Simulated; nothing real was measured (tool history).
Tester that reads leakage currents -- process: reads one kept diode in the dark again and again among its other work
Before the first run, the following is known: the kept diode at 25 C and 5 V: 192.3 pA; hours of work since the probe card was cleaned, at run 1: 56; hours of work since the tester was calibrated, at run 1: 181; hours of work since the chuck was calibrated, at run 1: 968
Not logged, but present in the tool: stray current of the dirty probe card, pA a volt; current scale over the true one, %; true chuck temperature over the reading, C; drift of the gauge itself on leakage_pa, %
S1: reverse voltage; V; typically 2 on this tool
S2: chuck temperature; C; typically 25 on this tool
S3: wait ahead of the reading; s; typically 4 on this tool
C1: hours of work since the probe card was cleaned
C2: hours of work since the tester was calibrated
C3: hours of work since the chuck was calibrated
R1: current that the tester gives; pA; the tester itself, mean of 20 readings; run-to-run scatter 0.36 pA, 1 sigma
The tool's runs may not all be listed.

{"run": 1, "hour": 0.0, "S1": 2, "S2": 25, "S3": 4, "C1": 56, "C2": 181, "C3": 968, "R1": 129.31}
{"run": 2, "hour": 60.0, "S1": 2, "S2": 25, "S3": 4.21, "C1": 97, "C2": 222, "C3": 1009, "R1": 129.1}
{"run": 3, "hour": 159.3, "S1": 2, "S2": 25, "S3": 4.21, "C1": 165, "C2": 290, "C3": 1077, "R1": 130.74}
{"run": 4, "hour": 242.0, "S1": 2, "S2": 25, "S3": 4, "C1": 222, "C2": 346, "C3": 1133, "R1": 131.31}
{"run": 5, "hour": 311.2, "S1": 2, "S2": 25, "S3": 4, "C1": 269, "C2": 394, "C3": 1180, "R1": 131.71}
{"run": 6, "hour": 381.2, "S1": 2, "S2": 25, "S3": 4, "C1": 317, "C2": 441, "C3": 1228, "R1": 132.34}
{"run": 7, "hour": 427.9, "S1": 2, "S2": 25, "S3": 4, "C1": 349, "C2": 473, "C3": 1260, "R1": 132.8}
{"run": 8, "hour": 514.9, "S1": 2, "S2": 25, "S3": 4, "C1": 408, "C2": 533, "C3": 1320, "R1": 133.42}
{"run": 9, "hour": 585.0, "S1": 2, "S2": 25, "S3": 4, "C1": 456, "C2": 581, "C3": 1367, "R1": 134.44}
{"run": 10, "hour": 656.3, "S1": 2, "S2": 25, "S3": 4, "C1": 505, "C2": 629, "C3": 1416, "R1": 134.26}
{"run": 11, "hour": 733.9, "S1": 2, "S2": 25, "S3": 4, "C1": 558, "C2": 682, "C3": 1469, "R1": 136.42}
{"run": 12, "hour": 828.0, "S1": 2, "S2": 25, "S3": 4, "C1": 622, "C2": 747, "C3": 1533, "R1": 137}
{"run": 13, "hour": 885.6, "S1": 2, "S2": 47, "S3": 4, "C1": 661, "C2": 786, "C3": 1573, "R1": 798.68}
{"hour": 901.5, "done": "chuck's temperature calibrated"}
{"run": 14, "hour": 981.4, "S1": 2, "S2": 25, "S3": 4, "C1": 725, "C2": 850, "C3": 55, "R1": 123.11}
{"run": 15, "hour": 1056.8, "S1": 2, "S2": 25, "S3": 4, "C1": 777, "C2": 902, "C3": 106, "R1": 123.96}
{"run": 16, "hour": 1109.4, "S1": 2, "S2": 25, "S3": 4, "C1": 813, "C2": 938, "C3": 142, "R1": 124.85}
{"run": 17, "hour": 1192.0, "S1": 2, "S2": 25, "S3": 4, "C1": 869, "C2": 994, "C3": 199, "R1": 126.03}
{"run": 18, "hour": 1241.3, "S1": 2, "S2": 25, "S3": 4, "C1": 903, "C2": 1028, "C3": 232, "R1": 126.14}
{"run": 19, "hour": 1294.2, "S1": 1.55, "S2": 25, "S3": 4, "C1": 939, "C2": 1064, "C3": 268, "R1": 110.03}
{"run": 20, "hour": 1341.3, "S1": 8.8, "S2": 25, "S3": 4, "C1": 971, "C2": 1096, "C3": 301, "R1": 276.71}
{"run": 21, "hour": 1387.1, "S1": 8.8, "S2": 25, "S3": 4, "C1": 1003, "C2": 1127, "C3": 332, "R1": 276.8}
{"run": 22, "hour": 1487.5, "S1": 8.8, "S2": 25, "S3": 4, "C1": 1071, "C2": 1196, "C3": 400, "R1": 279.43}
{"run": 23, "hour": 1563.4, "S1": 10.42, "S2": 53, "S3": 1.18, "C1": 1123, "C2": 1248, "C3": 452, "R1": 2760.83}
{"hour": 1609.1, "done": "probe card cleaned and baked"}
{"run": 24, "hour": 1619.5, "S1": 10.42, "S2": 53, "S3": 1.18, "C1": 7, "C2": 1284, "C3": 489, "R1": 2750.81}
{"run": 25, "hour": 1695.5, "S1": 2, "S2": 25, "S3": 8.33, "C1": 59, "C2": 1336, "C3": 540, "R1": 127.31}
{"run": 26, "hour": 1750.9, "S1": 4.99, "S2": 50, "S3": 1.18, "C1": 97, "C2": 1374, "C3": 578, "R1": 1512.34}
{"run": 27, "hour": 1840.5, "S1": 4.99, "S2": 50, "S3": 1.18, "C1": 158, "C2": 1435, "C3": 640, "R1": 1518.58}
{"run": 28, "hour": 1918.4, "S1": 4.99, "S2": 50, "S3": 1.18, "C1": 211, "C2": 1488, "C3": 693, "R1": 1527.66}
{"run": 29, "hour": 2009.4, "S1": 4.99, "S2": 50, "S3": 1.18, "C1": 274, "C2": 1551, "C3": 755, "R1": 1534.34}
{"run": 30, "hour": 2113.3, "S1": 17.33, "S2": 24, "S3": 8.21, "C1": 345, "C2": 1622, "C3": 826, "R1": 369.97}
{"run": 31, "hour": 2216.6, "S1": 17.33, "S2": 24, "S3": 8.21, "C1": 415, "C2": 1692, "C3": 897, "R1": 370.98}
{"run": 32, "hour": 2278.0, "S1": 19.86, "S2": 28, "S3": 4, "C1": 457, "C2": 1734, "C3": 939, "R1": 564.25}
{"run": 33, "hour": 2362.5, "S1": 19.86, "S2": 28, "S3": 4, "C1": 515, "C2": 1792, "C3": 996, "R1": 568.1}
{"run": 34, "hour": 2411.1, "S1": 2.23, "S2": 28, "S3": 4, "C1": 548, "C2": 1825, "C3": 1030, "R1": 182.78}
{"run": 35, "hour": 2463.8, "S1": 14.85, "S2": 25, "S3": 0.6, "C1": 584, "C2": 1861, "C3": 1066, "R1": 392.27}
{"run": 36, "hour": 2557.3, "S1": 14.85, "S2": 25, "S3": 0.6, "C1": 648, "C2": 1925, "C3": 1129, "R1": 393.8}
{"run": 37, "hour": 2646.5, "S1": 14.85, "S2": 25, "S3": 0.6, "C1": 709, "C2": 1986, "C3": 1190, "R1": 397.31}
{"run": 38, "hour": 2723.8, "S1": 2, "S2": 25, "S3": 1.53, "C1": 762, "C2": 2039, "C3": 1243, "R1": 137.93}
{"run": 39, "hour": 2808.3, "S1": 2.71, "S2": 25, "S3": 1.53, "C1": 819, "C2": 2097, "C3": 1301, "R1": 161.93}

Measured result minus the same run's result without the hidden state. Both carry the same run-to-run variation, though not necessarily the same gauge scatter:
run=1 R1=+8.7
run=2 R1=+9.18
run=3 R1=+10.11
run=4 R1=+10.8
run=5 R1=+11.34
run=6 R1=+11.93
run=7 R1=+12.34
run=8 R1=+13.13
run=9 R1=+13.81
run=10 R1=+14.38
run=11 R1=+15.22
run=12 R1=+16.07
run=13 R1=+80.44
run=14 R1=+3.41
run=15 R1=+4
run=16 R1=+4.5
run=17 R1=+5.25
run=18 R1=+5.65
run=19 R1=+5.11
run=20 R1=+17.88
run=21 R1=+18.74
run=22 R1=+20.99
run=23 R1=+127.52
run=24 R1=+123.33
run=25 R1=+7.26
run=26 R1=+78.24
run=27 R1=+85.57
run=28 R1=+91.91
run=29 R1=+99.07
run=30 R1=+34.27
run=31 R1=+37.42
run=32 R1=+56.18
run=33 R1=+59.67
run=34 R1=+18.13
run=35 R1=+44.55
run=36 R1=+47.31
run=37 R1=+50.28
run=38 R1=+16.65
run=39 R1=+20.56
